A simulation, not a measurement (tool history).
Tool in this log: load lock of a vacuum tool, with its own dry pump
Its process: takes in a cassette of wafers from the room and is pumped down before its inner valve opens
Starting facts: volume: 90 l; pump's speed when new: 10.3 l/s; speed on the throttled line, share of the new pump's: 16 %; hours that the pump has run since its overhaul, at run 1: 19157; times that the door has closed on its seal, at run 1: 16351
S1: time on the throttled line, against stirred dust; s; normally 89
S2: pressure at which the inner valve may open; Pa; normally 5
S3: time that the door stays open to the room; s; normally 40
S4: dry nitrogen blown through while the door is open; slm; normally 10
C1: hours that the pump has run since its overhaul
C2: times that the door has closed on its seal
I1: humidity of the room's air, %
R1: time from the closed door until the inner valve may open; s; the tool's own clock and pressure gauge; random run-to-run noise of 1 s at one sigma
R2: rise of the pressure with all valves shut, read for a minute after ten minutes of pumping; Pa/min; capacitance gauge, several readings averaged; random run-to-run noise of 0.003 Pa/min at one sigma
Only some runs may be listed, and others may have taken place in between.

run    hour   S1  S2   S3  S4     C1     C2    I1     R1     R2
  1       0   89   5   40  10  19157  16351  45.7  178.2   0.08
  2   273.3   89   5   40  10  19430  17480  41.5  177.4  0.081
  3   757.2   89   5   40  10  19914  19478  48.6  178.6  0.108
  4  1133.4   89   5   40  10  20290  21032  45.4  180.4  0.104
  5  1625.6   89   5   40  10  20782  23064  47.2  179.5  0.108
  6  2055.7   89   5   40  10  21213  24840  46.3  179.6  0.117
  7    2522   89   5   40  10  21679  26766    45  180.7  0.125
  8  2746.5   89   5   40  10  21903  27693    43  178.3  0.136
  9  3069.2   89   5   40  10  22226  29026  48.8  180.8  0.149
 10  3454.4   89   5   40  10  22611  30616  47.4  179.8  0.151
 11    3887   89   5   40  10  23044  32402  45.2  183.1  0.161
 12  4355.3   89   5   40  17  23512  34336  44.7  181.5  0.164
 13  4715.3   60   6   40  10  23872  35823  42.9  157.7  0.181
     4752.7  -- dry pump taken out, an overhauled one fitted
 14  5101.9  101   4  107  17    349  37395  48.9  175.9  0.223
 15  5509.7  101   4  107  17    757  39079  45.3  177.2  0.225
 16  5849.5  101   4   59  17   1097  40482  48.7  175.7  0.219
 17  6266.3   70   5   40  10   1514  42203  45.4    147  0.224
 18  6727.4   70   5   40  10   1975  44107  45.6  148.9  0.238
 19    6968   70   5   40  10   2215  45101  45.2  147.7  0.239
 20  7399.2   57   5  180  20   2646  46881  45.4  139.1  0.292

Forecast each of these 3 alternatives for the next run:
  A  7741.9  155   5  180  20  2989  48296  42.9   ?   ?
  B  7741.9  135   5   99  30  2989  48296  44.8   ?   ?
  C  7741.9   59   7   34  20  2989  48296    47   ?   ?

run     R1     R2
  A  217.8  0.291
  B  203.9  0.268
  C  136.8  0.254
The same runs, with their run-to-run variation unchanged, on a tool lacking any hidden condition would have given:
run     R1     R2
  A  216.2   0.06
  B  202.4  0.036
  C  135.1  0.022
